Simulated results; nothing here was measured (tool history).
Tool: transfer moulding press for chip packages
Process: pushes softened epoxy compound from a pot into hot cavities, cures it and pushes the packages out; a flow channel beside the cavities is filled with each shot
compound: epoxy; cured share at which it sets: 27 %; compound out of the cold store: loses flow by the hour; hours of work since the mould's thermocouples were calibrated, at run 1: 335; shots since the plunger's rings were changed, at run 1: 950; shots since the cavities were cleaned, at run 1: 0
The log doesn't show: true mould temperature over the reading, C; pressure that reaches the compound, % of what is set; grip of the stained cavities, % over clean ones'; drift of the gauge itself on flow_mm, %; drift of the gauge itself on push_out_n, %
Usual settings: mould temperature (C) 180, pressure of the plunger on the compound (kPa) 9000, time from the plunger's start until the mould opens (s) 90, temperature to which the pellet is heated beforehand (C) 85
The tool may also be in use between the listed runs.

| run | day | mould temperature (C) | pressure of the plunger on the compound (kPa) | time from the plunger's start until the mould opens (s) | temperature to which the pellet is heated beforehand (C) | hours of work since the mould's thermocouples were calibrated | shots since the plunger's rings were changed | shots since the cavities were cleaned | incoming compound's hours out of the cold store | length that the compound runs in the flow channel (mm) | greatest force on the pins that push the packages out (N) |
|---|---|---|---|---|---|---|---|---|---|---|---|
| 1 | 0 | 180 | 9000 | 90 | 85 | 335 | 950 | 0 | 41.6 | 468 | 375 |
| 2 | 2.204 | 180 | 9000 | 90 | 85 | 369 | 1559 | 609 | 45 | 465 | 610 |
|  | 2.938 | cavities cleaned with cleaning compound and waxed |
| 3 | 3.908 | 180 | 9000 | 90 | 85 | 394 | 2014 | 268 | 25.7 | 493 | 491 |
|  | 5.942 | cavities cleaned with cleaning compound and waxed |
| 4 | 6.175 | 180 | 9000 | 90 | 85 | 428 | 2624 | 64 | 32.2 | 472 | 435 |
|  | 8.842 | cavities cleaned with cleaning compound and waxed |
| 5 | 8.842 | 180 | 9000 | 90 | 85 | 469 | 3344 | 0 | 39.9 | 464 | 384 |
| 6 | 11.512 | 180 | 9000 | 90 | 85 | 510 | 4084 | 740 | 32 | 474 | 626 |
|  | 11.771 | cavities cleaned with cleaning compound and waxed |
|  | 13.192 | plunger's sealing rings changed |
| 7 | 14.025 | 180 | 9000 | 90 | 83 | 546 | 230 | 595 | 19 | 510 | 628 |
|  | 14.846 | cavities cleaned with cleaning compound and waxed |
| 8 | 15.479 | 180 | 9000 | 90 | 85 | 568 | 615 | 175 | 8.7 | 527 | 472 |
|  | 17.779 | cavities cleaned with cleaning compound and waxed |
| 9 | 17.779 | 180 | 9000 | 90 | 81 | 603 | 1234 | 0 | 13.5 | 516 | 399 |
| 10 | 18.983 | 180 | 6990 | 90 | 85 | 621 | 1567 | 333 | 27.9 | 430 | 561 |
|  | 19.704 | mould's thermocouples calibrated |
|  | 20.733 | cavities cleaned with cleaning compound and waxed |
| 11 | 21.483 | 180 | 9000 | 103 | 85 | 27 | 2219 | 208 | 46.6 | 463 | 450 |
|  | 23.679 | cavities cleaned with cleaning compound and waxed |
| 12 | 23.679 | 180 | 9000 | 103 | 85 | 60 | 2809 | 0 | 17.8 | 504 | 374 |
| 13 | 25.796 | 180 | 9000 | 103 | 85 | 92 | 3395 | 586 | 43.3 | 459 | 575 |
|  | 26.604 | cavities cleaned with cleaning compound and waxed |
|  | 27.125 | mould's thermocouples calibrated, once more |
| 14 | 28.408 | 180 | 9000 | 90 | 85 | 20 | 4076 | 475 | 25.1 | 479 | 580 |
|  | 29.671 | cavities cleaned with cleaning compound and waxed |
|  | 30.25 | plunger's sealing rings changed |
| 15 | 30.421 | 180 | 8940 | 90 | 85 | 48 | 47 | 178 | 25.6 | 499 | 465 |
| 16 | 32.567 | 175 | 10590 | 95 | 92 | 82 | 641 | 772 | 18.8 | 559 | 735 |
|  | 32.817 | cavities cleaned with cleaning compound and waxed |
| 17 | 34.238 | 175 | 10590 | 95 | 92 | 107 | 1086 | 393 | 28.4 | 526 | 585 |
|  | 35.738 | cavities cleaned with cleaning compound and waxed |
| 18 | 36.533 | 186 | 8150 | 127 | 79 | 141 | 1704 | 220 | 9.1 | 484 | 426 |
|  | 38.792 | cavities cleaned with cleaning compound and waxed |
| 19 | 38.792 | 180 | 9000 | 87 | 81 | 175 | 2312 | 0 | 11.8 | 510 | 398 |
| 20 | 41.462 | 178 | 7910 | 105 | 79 | 216 | 3050 | 738 | 30.6 | 446 | 621 |
|  | 41.754 | cavities cleaned with cleaning compound and waxed |
| 21 | 43.296 | 174 | 9000 | 90 | 94 | 244 | 3540 | 426 | 26.9 | 489 | 717 |
|  | 44.654 | cavities cleaned with cleaning compound and waxed |
| 22 | 45.775 | 174 | 10900 | 72 | 79 | 281 | 4209 | 311 | 18.4 | 545 | 1155 |
|  | 46.942 | plunger's sealing rings changed |
|  | 47.779 | cavities cleaned with cleaning compound and waxed |
| 23 | 47.938 | 180 | 9000 | 78 | 85 | 312 | 258 | 44 | 30.8 | 489 | 486 |
| 24 | 50.212 | 181 | 9000 | 127 | 85 | 347 | 887 | 673 | 10.3 | 519 | 558 |
|  | 50.675 | cavities cleaned with cleaning compound and waxed |
| 25 | 51.979 | 182 | 10420 | 113 | 77 | 374 | 1359 | 362 | 9.3 | 555 | 459 |
| 26 | 53.317 | 178 | 8080 | 92 | 79 | 394 | 1729 | 732 | 22.4 | 478 | 680 |
|  | 53.579 | cavities cleaned with cleaning compound and waxed |
| 27 | 55.992 | 178 | 8080 | 92 | 79 | 435 | 2452 | 668 | 24.7 | 463 | 655 |
|  | 56.45 | cavities cleaned with cleaning compound and waxed |
| 28 | 57.612 | 181 | 9000 | 90 | 77 | 459 | 2882 | 321 | 46.4 | 452 | 504 |

How the hidden state differs across the entries between the runs, from the last listed run before each to the first after it:
Between runs 2 and 3: cavities cleaned with cleaning compound and waxed (day 2.938)
  true mould temperature over the reading, C: -1.09 -> -1.15; pressure that reaches the compound, % of what is set: 96.38 -> 95.51; grip of the stained cavities, % over clean ones': 60.1 -> 30.5
  measured less the result without the state, length that the compound runs in the flow channel (mm): -7 -> -10; greatest force on the pins that push the packages out (N): +239 -> +126
Between runs 3 and 4: cavities cleaned with cleaning compound and waxed (day 5.942)
  true mould temperature over the reading, C: -1.15 -> -1.22; pressure that reaches the compound, % of what is set: 95.51 -> 94.35; grip of the stained cavities, % over clean ones': 30.5 -> 11.8
  measured less the result without the state, length that the compound runs in the flow channel (mm): -10 -> -13; greatest force on the pins that push the packages out (N): +126 -> +59
Between runs 4 and 5: cavities cleaned with cleaning compound and waxed (day 8.842)
  true mould temperature over the reading, C: -1.22 -> -1.32; pressure that reaches the compound, % of what is set: 94.35 -> 92.94; grip of the stained cavities, % over clean ones': 11.8 -> 0.5
  measured less the result without the state, length that the compound runs in the flow channel (mm): -13 -> -15; greatest force on the pins that push the packages out (N): +59 -> +16
Between runs 6 and 7: cavities cleaned with cleaning compound and waxed (day 11.771); plunger's sealing rings changed (day 13.192)
  true mould temperature over the reading, C: -1.42 -> -1.5; pressure that reaches the compound, % of what is set: 91.58 -> 99.29; grip of the stained cavities, % over clean ones': 65.7 -> 59.4
  measured less the result without the state, length that the compound runs in the flow channel (mm): -19 -> +0; greatest force on the pins that push the packages out (N): +262 -> +253
Between runs 7 and 8: cavities cleaned with cleaning compound and waxed (day 14.846)
  true mould temperature over the reading, C: -1.5 -> -1.55; pressure that reaches the compound, % of what is set: 99.29 -> 98.63; grip of the stained cavities, % over clean ones': 59.4 -> 23.7
  measured less the result without the state, length that the compound runs in the flow channel (mm): +0 -> -1; greatest force on the pins that push the packages out (N): +253 -> +110
Between runs 8 and 9: cavities cleaned with cleaning compound and waxed (day 17.779)
  true mould temperature over the reading, C: -1.55 -> -1.64; pressure that reaches the compound, % of what is set: 98.63 -> 97.46; grip of the stained cavities, % over clean ones': 23.7 -> 1.8
  measured less the result without the state, length that the compound runs in the flow channel (mm): -1 -> -4; greatest force on the pins that push the packages out (N): +110 -> +28
Between runs 10 and 11: mould's thermocouples calibrated (day 19.704); cavities cleaned with cleaning compound and waxed (day 20.733)
  true mould temperature over the reading, C: -1.68 -> -2.56; pressure that reaches the compound, % of what is set: 96.81 -> 95.53; grip of the stained cavities, % over clean ones': 37.9 -> 26.8
  measured less the result without the state, length that the compound runs in the flow channel (mm): -5 -> -7; greatest force on the pins that push the packages out (N): +172 -> +105
Between runs 11 and 12: cavities cleaned with cleaning compound and waxed (day 23.679)
  true mould temperature over the reading, C: -2.56 -> -2.64; pressure that reaches the compound, % of what is set: 95.53 -> 94.31; grip of the stained cavities, % over clean ones': 26.8 -> 2.2
  measured less the result without the state, length that the compound runs in the flow channel (mm): -7 -> -11; greatest force on the pins that push the packages out (N): +105 -> +22
Between runs 13 and 14: cavities cleaned with cleaning compound and waxed (day 26.604); mould's thermocouples calibrated, once more (day 27.125)
  true mould temperature over the reading, C: -2.71 -> 0.13; pressure that reaches the compound, % of what is set: 93.19 -> 91.97; grip of the stained cavities, % over clean ones': 57.9 -> 52.2
  measured less the result without the state, length that the compound runs in the flow channel (mm): -13 -> -20; greatest force on the pins that push the packages out (N): +225 -> +198
Between runs 14 and 15: cavities cleaned with cleaning compound and waxed (day 29.671); plunger's sealing rings changed (day 30.25)
  true mould temperature over the reading, C: 0.13 -> 0.06; pressure that reaches the compound, % of what is set: 91.97 -> 99.01; grip of the stained cavities, % over clean ones': 52.2 -> 21.8
  measured less the result without the state, length that the compound runs in the flow channel (mm): -20 -> -3; greatest force on the pins that push the packages out (N): +198 -> +82
Between runs 16 and 17: cavities cleaned with cleaning compound and waxed (day 32.817)
  true mould temperature over the reading, C: -0.01 -> -0.08; pressure that reaches the compound, % of what is set: 97.76 -> 96.85; grip of the stained cavities, % over clean ones': 70.7 -> 39.9
  measured less the result without the state, length that the compound runs in the flow channel (mm): -6 -> -8; greatest force on the pins that push the packages out (N): +304 -> +168
Between runs 17 and 18: cavities cleaned with cleaning compound and waxed (day 35.738)
  true mould temperature over the reading, C: -0.08 -> -0.15; pressure that reaches the compound, % of what is set: 96.85 -> 95.69; grip of the stained cavities, % over clean ones': 39.9 -> 28.8
  measured less the result without the state, length that the compound runs in the flow channel (mm): -8 -> -11; greatest force on the pins that push the packages out (N): +168 -> +96
Between runs 18 and 19: cavities cleaned with cleaning compound and waxed (day 38.792)
  true mould temperature over the reading, C: -0.15 -> -0.23; pressure that reaches the compound, % of what is set: 95.69 -> 94.62; grip of the stained cavities, % over clean ones': 28.8 -> 1.8
  measured less the result without the state, length that the compound runs in the flow channel (mm): -11 -> -14; greatest force on the pins that push the packages out (N): +96 -> +10
Between runs 20 and 21: cavities cleaned with cleaning compound and waxed (day 41.754)
  true mould temperature over the reading, C: -0.32 -> -0.38; pressure that reaches the compound, % of what is set: 93.09 -> 92.07; grip of the stained cavities, % over clean ones': 69 -> 46.5
  measured less the result without the state, length that the compound runs in the flow channel (mm): -15 -> -20; greatest force on the pins that push the packages out (N): +254 -> +238
Between runs 21 and 22: cavities cleaned with cleaning compound and waxed (day 44.654)
  true mould temperature over the reading, C: -0.38 -> -0.47; pressure that reaches the compound, % of what is set: 92.07 -> 90.7; grip of the stained cavities, % over clean ones': 46.5 -> 34.5
  measured less the result without the state, length that the compound runs in the flow channel (mm): -20 -> -27; greatest force on the pins that push the packages out (N): +238 -> +325
Between runs 22 and 23: plunger's sealing rings changed (day 46.942); cavities cleaned with cleaning compound and waxed (day 47.779)
  true mould temperature over the reading, C: -0.47 -> -0.54; pressure that reaches the compound, % of what is set: 90.7 -> 98.92; grip of the stained cavities, % over clean ones': 34.5 -> 7.4
  measured less the result without the state, length that the compound runs in the flow channel (mm): -27 -> -2; greatest force on the pins that push the packages out (N): +325 -> +45
Between runs 24 and 25: cavities cleaned with cleaning compound and waxed (day 50.675)
  true mould temperature over the reading, C: -0.62 -> -0.68; pressure that reaches the compound, % of what is set: 97.76 -> 96.89; grip of the stained cavities, % over clean ones': 64.7 -> 41.6
  measured less the result without the state, length that the compound runs in the flow channel (mm): -5 -> -8; greatest force on the pins that push the packages out (N): +218 -> +137
Between runs 26 and 27: cavities cleaned with cleaning compound and waxed (day 53.579)
  true mould temperature over the reading, C: -0.73 -> -0.82; pressure that reaches the compound, % of what is set: 96.25 -> 94.8; grip of the stained cavities, % over clean ones': 67.2 -> 65
  measured less the result without the state, length that the compound runs in the flow channel (mm): -8 -> -11; greatest force on the pins that push the packages out (N): +282 -> +270
Between runs 27 and 28: cavities cleaned with cleaning compound and waxed (day 56.45)
  true mould temperature over the reading, C: -0.82 -> -0.88; pressure that reaches the compound, % of what is set: 94.8 -> 93.98; grip of the stained cavities, % over clean ones': 65 -> 36.4
  measured less the result without the state, length that the compound runs in the flow channel (mm): -11 -> -13; greatest force on the pins that push the packages out (N): +270 -> +142
